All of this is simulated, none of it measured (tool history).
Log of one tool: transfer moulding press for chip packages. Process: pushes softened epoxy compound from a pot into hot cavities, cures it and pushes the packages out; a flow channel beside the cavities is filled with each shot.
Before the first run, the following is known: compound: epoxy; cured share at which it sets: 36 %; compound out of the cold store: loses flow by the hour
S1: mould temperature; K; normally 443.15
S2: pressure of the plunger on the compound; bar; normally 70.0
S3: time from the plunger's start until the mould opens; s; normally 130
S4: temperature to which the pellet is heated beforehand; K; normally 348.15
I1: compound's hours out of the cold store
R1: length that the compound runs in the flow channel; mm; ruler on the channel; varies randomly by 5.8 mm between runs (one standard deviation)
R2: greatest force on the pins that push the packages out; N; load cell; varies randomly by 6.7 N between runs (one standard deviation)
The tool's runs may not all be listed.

Run 1, hour 0.0: usual settings; I1 11.2. Result: R1 850 mm, R2 512 N.
Run 2, hour 16.3: usual settings; I1 37.7. Result: R1 769 mm, R2 505 N.
Run 3, hour 28.4: usual settings; I1 36.6. Result: R1 763 mm, R2 525 N.
Run 4, hour 52.0: usual settings; I1 9.7. Result: R1 832 mm, R2 587 N.
At hour 64.5: cavities cleaned with cleaning compound and waxed.
Run 5, hour 71.8: usual settings but S2 73.3 bar; I1 45.6. Result: R1 755 mm, R2 299 N.
Run 6, hour 92.5: usual settings but S2 73.3 bar; I1 10.1. Result: R1 863 mm, R2 422 N.
Run 7, hour 103.9: usual settings but S3 127 s; I1 35.9. Result: R1 755 mm, R2 438 N.
Run 8, hour 129.3: usual settings but S2 56.6 bar; I1 25.6. Result: R1 706 mm, R2 508 N.
Run 9, hour 142.1: usual settings but S3 133 s; I1 32.5. Result: R1 763 mm, R2 524 N.
Run 10, hour 164.8: usual settings but S3 133 s; I1 29.4. Result: R1 765 mm, R2 530 N.
Run 11, hour 180.7: usual settings but S3 133 s; I1 34.0. Result: R1 750 mm, R2 524 N.
At hour 188.0: cavities cleaned with cleaning compound and waxed.
Run 12, hour 197.0: usual settings but S3 133 s; I1 15.3. Result: R1 785 mm, R2 322 N.
Run 13, hour 221.9: usual settings but S3 133 s; I1 8.7. Result: R1 820 mm, R2 411 N.
Run 14, hour 234.1: usual settings but S3 133 s; I1 32.4. Result: R1 743 mm, R2 433 N.
Run 15, hour 245.2: usual settings but S3 133 s; I1 15.0. Result: R1 788 mm, R2 495 N.
Run 16, hour 262.0: usual settings but S3 162 s, S4 350.15 K; I1 47.1. Result: R1 707 mm, R2 426 N.
Run 17, hour 276.8: usual settings but S3 162 s, S4 350.15 K; I1 26.6. Result: R1 752 mm, R2 450 N.
Run 18, hour 289.9: usual settings but S4 349.15 K; I1 29.3. Result: R1 731 mm, R2 572 N.
Run 19, hour 309.1: usual settings but S4 349.15 K; I1 25.0. Result: R1 747 mm, R2 560 N.
At hour 311.7: cavities cleaned with cleaning compound and waxed.
Run 20, hour 334.0: usual settings but S1 444.15 K, S2 86.1 bar, S3 137 s, S4 342.15 K; I1 43.2. Result: R1 772 mm, R2 346 N.
Run 21, hour 357.1: usual settings but S1 444.15 K, S2 86.1 bar, S3 137 s, S4 342.15 K; I1 42.0. Result: R1 776 mm, R2 423 N.
Run 22, hour 380.2: usual settings but S1 440.15 K, S2 64.1 bar, S3 143 s, S4 342.15 K; I1 46.4. Result: R1 665 mm, R2 505 N.
Run 23, hour 397.2: usual settings but S1 438.15 K, S2 64.1 bar, S3 159 s, S4 342.15 K; I1 35.4. Result: R1 694 mm, R2 528 N.
Run 24, hour 415.0: usual settings but S1 438.15 K, S2 64.1 bar, S3 159 s, S4 342.15 K; I1 34.5. Result: R1 695 mm, R2 558 N.
Run 25, hour 429.8: usual settings but S1 435.15 K, S2 52.9 bar, S3 145 s, S4 341.15 K; I1 44.7. Result: R1 612 mm, R2 752 N.
At hour 434.9: cavities cleaned with cleaning compound and waxed.
Run 26, hour 450.3: usual settings but S1 435.15 K, S2 52.9 bar, S3 145 s, S4 341.15 K; I1 47.6. Result: R1 600 mm, R2 456 N.
Run 27, hour 468.9: usual settings but S1 435.15 K, S2 52.9 bar, S3 145 s, S4 341.15 K; I1 8.4. Result: R1 686 mm, R2 646 N.
At hour 477.6: plunger's sealing rings changed.
Run 28, hour 483.9: usual settings but S1 435.15 K, S2 52.9 bar, S3 145 s, S4 341.15 K; I1 39.3. Result: R1 726 mm, R2 651 N.

Subtracting, for every run, the result it would have given without the tool's unlogged condition from the measured result gives the following. The same run-to-run variation enters both numbers; the gauge's scatter may not:
What the log doesn't record here: true mould temperature over the reading, C; pressure that reaches the compound, % of what is set; grip of the stained cavities, % over clean ones'; drift of the gauge itself on flow_mm, %; drift of the gauge itself on push_out_n, %.
run    R1    R2
  1   -48  +240
  2   -46  +250
  3   -47  +267
  4   -57  +306
  5   -54   +49
  6   -66  +150
  7   -60  +184
  8   -59  +245
  9   -66  +261
 10   -71  +276
 11   -72  +279
 12   -78   +61
 13   -86  +158
 14   -80  +188
 15   -87  +228
 16   -81  +211
 17   -89  +231
 18   -90  +301
 19   -94  +297
 20  -102  +108
 21  -108  +183
 22   -96  +249
 23  -104  +268
 24  -107  +293
 25   -97  +401
 26   -99  +122
 27  -116  +257
 28    -3  +288

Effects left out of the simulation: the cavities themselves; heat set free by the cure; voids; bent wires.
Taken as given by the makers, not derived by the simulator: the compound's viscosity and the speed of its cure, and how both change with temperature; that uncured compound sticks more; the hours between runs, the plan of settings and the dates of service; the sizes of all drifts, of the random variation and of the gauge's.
